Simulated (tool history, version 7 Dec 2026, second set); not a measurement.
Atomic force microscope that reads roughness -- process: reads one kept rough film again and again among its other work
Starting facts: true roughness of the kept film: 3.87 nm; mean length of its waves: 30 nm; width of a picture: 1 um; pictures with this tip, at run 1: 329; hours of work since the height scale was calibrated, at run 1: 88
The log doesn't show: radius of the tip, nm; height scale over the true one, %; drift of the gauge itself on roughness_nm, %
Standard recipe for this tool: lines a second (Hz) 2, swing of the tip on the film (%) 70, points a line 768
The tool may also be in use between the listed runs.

run	hour	lines a second (Hz)	swing of the tip on the film (%)	points a line	pictures with this tip	hours of work since the height scale was calibrated	roughness of the kept film (nm (root mean square))
1	0	2	70	768	329	88	2.29
2	10.8	2	70	768	338	93	2.253
# hour 20: new tip fitted
3	22.8	2	70	768	2	98	2.988
4	33.9	2	88	768	12	104	2.569
5	47.9	2	88	768	24	110	2.552
6	56.6	2	88	768	31	115	2.511
7	65.8	2	70	768	39	119	2.849
8	73	2	70	768	45	122	2.85
9	87.6	2	70	768	58	129	2.804
10	94.1	2	70	768	63	133	2.81
11	107.4	2	70	768	75	139	2.78
12	122.4	2	70	768	88	146	2.747
13	135.3	0.7	70	768	99	152	2.878
14	147.4	0.7	70	768	109	158	2.887
15	159.6	2	70	768	119	164	2.656
16	166.2	2	70	768	125	167	2.663
17	180.8	2	70	768	138	174	2.657
18	194.5	2	70	768	149	181	2.601
19	206	2	82	768	159	186	2.376
20	212.1	2	82	768	164	189	2.37
21	224.5	1.08	70	768	175	195	2.698
22	230.6	2	70	768	180	198	2.553
23	240.8	2	70	876	189	203	2.527
24	253.2	0.57	70	768	200	209	2.679
25	267.7	0.57	70	768	212	216	2.652
26	282.7	0.97	70	768	225	223	2.585
27	292	0.56	77	827	233	228	2.59
28	304.7	2.21	70	768	244	234	2.395
29	313.3	2.21	73	449	251	238	2.333
30	320.8	2.21	73	449	258	242	2.316
31	328.4	2.21	73	449	264	245	2.319
32	337	0.52	81	367	272	249	2.483
33	345.8	2	70	580	279	254	2.359
34	357.2	1.04	59	389	289	259	2.508
35	366.4	1.31	59	475	297	263	2.471
36	380.1	2	62	600	309	270	2.395
37	388	2	66	557	315	274	2.345
38	395.2	1.02	76	740	322	277	2.339
39	409.9	2.3	85	531	334	284	1.961
40	422.8	2.3	85	531	345	291	1.953
# hour 424.4: new tip fitted
41	437.5	2	70	684	12	297	2.881
42	444.9	2.16	90	379	18	301	2.412
43	456.4	2.16	90	379	28	306	2.389
44	466.1	2.16	90	379	36	311	2.384
45	473.8	1	77	865	43	315	2.885
46	483.4	2.62	56	555	51	319	2.935
47	495	2.62	56	555	61	325	2.919
48	506.2	3.41	70	850	70	330	2.586
49	521	3.41	70	850	83	338	2.553
50	531.8	3.41	70	850	93	343	2.529
51	545.1	0.55	70	418	104	349	2.87
52	554.5	2	57	964	112	354	2.81

A few steps of roughness of the kept film (nm (root mean square)) between consecutive runs. Split each: what settings, incoming material and random variation would produce without the hidden state, and what is left over for the hidden state, along with gauge scatter present in only one of the two compared results (measured, and without hidden state):
Run 2 -> 3: new tip fitted. roughness of the kept film (nm (root mean square)) +0.735: hidden state +0.717, all else +0.018.
Run 38 -> 39: lines a second (Hz) 1.02 -> 2.3, swing of the tip on the film (%) 76 -> 85, points a line 740 -> 531. roughness of the kept film (nm (root mean square)) -0.378: hidden state +0.09, all else -0.468.
Run 40 -> 41: lines a second (Hz) 2.3 -> 2, swing of the tip on the film (%) 85 -> 70, points a line 531 -> 684, new tip fitted. roughness of the kept film (nm (root mean square)) +0.928: hidden state +0.563, all else +0.365.
Run 44 -> 45: lines a second (Hz) 2.16 -> 1, swing of the tip on the film (%) 90 -> 77, points a line 379 -> 865. roughness of the kept film (nm (root mean square)) +0.501: hidden state -0.043, all else +0.544.

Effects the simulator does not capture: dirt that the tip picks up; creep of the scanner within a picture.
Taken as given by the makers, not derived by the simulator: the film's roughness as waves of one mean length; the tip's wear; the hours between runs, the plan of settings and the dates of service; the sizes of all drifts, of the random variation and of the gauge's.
